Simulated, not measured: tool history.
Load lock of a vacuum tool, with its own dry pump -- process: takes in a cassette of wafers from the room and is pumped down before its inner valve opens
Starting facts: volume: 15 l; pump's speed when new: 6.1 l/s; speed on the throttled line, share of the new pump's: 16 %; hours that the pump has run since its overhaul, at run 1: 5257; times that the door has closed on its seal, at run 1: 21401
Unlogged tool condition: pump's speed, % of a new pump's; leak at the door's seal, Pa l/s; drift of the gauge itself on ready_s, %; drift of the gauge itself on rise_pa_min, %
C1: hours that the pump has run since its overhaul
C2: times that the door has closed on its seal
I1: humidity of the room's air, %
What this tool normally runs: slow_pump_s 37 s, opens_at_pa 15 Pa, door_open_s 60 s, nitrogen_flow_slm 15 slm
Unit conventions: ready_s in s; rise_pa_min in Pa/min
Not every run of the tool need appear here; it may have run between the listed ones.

Run 1, hour 0: usual settings; C1 5257; C2 21401; I1 45.7. Result: ready_s 54.4 s, rise_pa_min 0.079 Pa/min.
Run 2, hour 128.2: usual settings; C1 5385; C2 21831; I1 49.9. Result: ready_s 54 s, rise_pa_min 0.083 Pa/min.
Run 3, hour 285.5: usual settings; C1 5542; C2 22358; I1 45.8. Result: ready_s 54.4 s, rise_pa_min 0.076 Pa/min.
Run 4, hour 434.2: usual settings; C1 5691; C2 22856; I1 42.9. Result: ready_s 53.9 s, rise_pa_min 0.075 Pa/min.
Run 5, hour 556.5: usual settings but nitrogen_flow_slm 9 slm; C1 5813; C2 23265; I1 46.1. Result: ready_s 54.1 s, rise_pa_min 0.091 Pa/min.
Run 6, hour 703.8: usual settings but nitrogen_flow_slm 9 slm; C1 5960; C2 23758; I1 45.2. Result: ready_s 54.5 s, rise_pa_min 0.094 Pa/min.
Run 7, hour 798.8: usual settings but slow_pump_s 25 s; C1 6055; C2 24077; I1 43.1. Result: ready_s 44.5 s, rise_pa_min 0.074 Pa/min.
Run 8, hour 892.7: usual settings but slow_pump_s 25 s; C1 6149; C2 24391; I1 47.3. Result: ready_s 44.4 s, rise_pa_min 0.083 Pa/min.
Run 9, hour 1096.7: usual settings but slow_pump_s 25 s; C1 6353; C2 25075; I1 45.9. Result: ready_s 44.6 s, rise_pa_min 0.085 Pa/min.
Run 10, hour 1223.6: usual settings but slow_pump_s 25 s; C1 6480; C2 25500; I1 48. Result: ready_s 44.5 s, rise_pa_min 0.094 Pa/min.
Run 11, hour 1381.9: usual settings; C1 6638; C2 26030; I1 46.9. Result: ready_s 54.9 s, rise_pa_min 0.081 Pa/min.
Run 12, hour 1543.2: usual settings; C1 6800; C2 26570; I1 49.4. Result: ready_s 54.7 s, rise_pa_min 0.091 Pa/min.

Forecast run 13:
Run 13, hour 1726: usual settings; C1 6983; C2 27182; I1 46.3. Result: ready_s ?, rise_pa_min ?.

Run 13 gave ready_s 54.7 s, rise_pa_min 0.085 Pa/min.
Take away the tool's hidden state, keep the run-to-run variation as it was, and the same run would have given ready_s 52.9 s, rise_pa_min 0.043 Pa/min.
